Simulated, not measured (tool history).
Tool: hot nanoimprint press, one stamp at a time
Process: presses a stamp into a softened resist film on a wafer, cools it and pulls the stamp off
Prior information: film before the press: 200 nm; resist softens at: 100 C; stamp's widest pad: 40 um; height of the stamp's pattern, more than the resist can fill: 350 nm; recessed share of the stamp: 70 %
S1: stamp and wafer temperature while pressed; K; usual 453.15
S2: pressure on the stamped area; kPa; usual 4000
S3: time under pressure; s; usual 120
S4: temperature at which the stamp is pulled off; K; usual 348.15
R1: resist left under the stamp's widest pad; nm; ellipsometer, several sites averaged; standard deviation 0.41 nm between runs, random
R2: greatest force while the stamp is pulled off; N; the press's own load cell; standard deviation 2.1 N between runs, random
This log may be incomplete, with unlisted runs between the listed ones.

run	hour	S1	S2	S3	S4	R1	R2
1	0.0	453.15	4000	120	348.15	117.4	140
2	22.3	453.15	4000	120	348.15	117.2	139
3	52.0	453.15	4000	120	348.15	116.8	143
# hour 74.2: stamp cleaned and given a new release coat
4	90.6	453.15	4000	120	348.15	116.8	139
5	130.2	453.15	4000	120	348.15	115.9	137
6	167.6	453.15	3600	120	348.15	120.1	139
7	200.5	453.15	3600	120	348.15	119.7	137
8	231.1	453.15	4000	136	348.15	110.3	134
9	253.3	453.15	4000	136	349.15	110.3	137
10	271.0	453.15	4000	136	349.15	109.6	136
11	295.3	453.15	4000	236	336.15	90.3	179
12	329.1	453.15	4000	236	336.15	90.7	168
# hour 357.0: gauge calibrated
13	364.2	453.15	4000	236	336.15	93.0	171
14	382.9	453.15	4520	72	336.15	130.3	176
15	413.9	443.15	4520	65	336.15	170.7	169
16	439.0	453.15	4000	104	348.15	122.3	141
17	472.8	453.15	4000	104	348.15	121.5	138
18	499.7	453.15	4000	104	348.15	120.7	137
19	527.5	453.15	5280	87	336.15	114.7	175

Measured minus without-hidden-state, run by run (identical run-to-run variation in each term; gauge scatter may differ):
Hidden state at play: true temperature over the reading, C; pressure that arrives at the usual setting, %; grip of the stamp's worn release coat, % over a new coat's; drift of the gauge itself on residual_nm, %; drift of the gauge itself on pull_off_n, %.
run	R1
1	+0.0
2	-0.3
3	-0.6
4	-0.9
5	-1.2
6	-1.7
7	-2.0
8	-2.1
9	-2.4
10	-2.6
11	-2.3
12	-2.6
13	-0.1
14	-0.3
15	-0.8
16	-0.9
17	-1.3
18	-1.6
19	-1.7
R2: within 1 N of the measured result in every run.
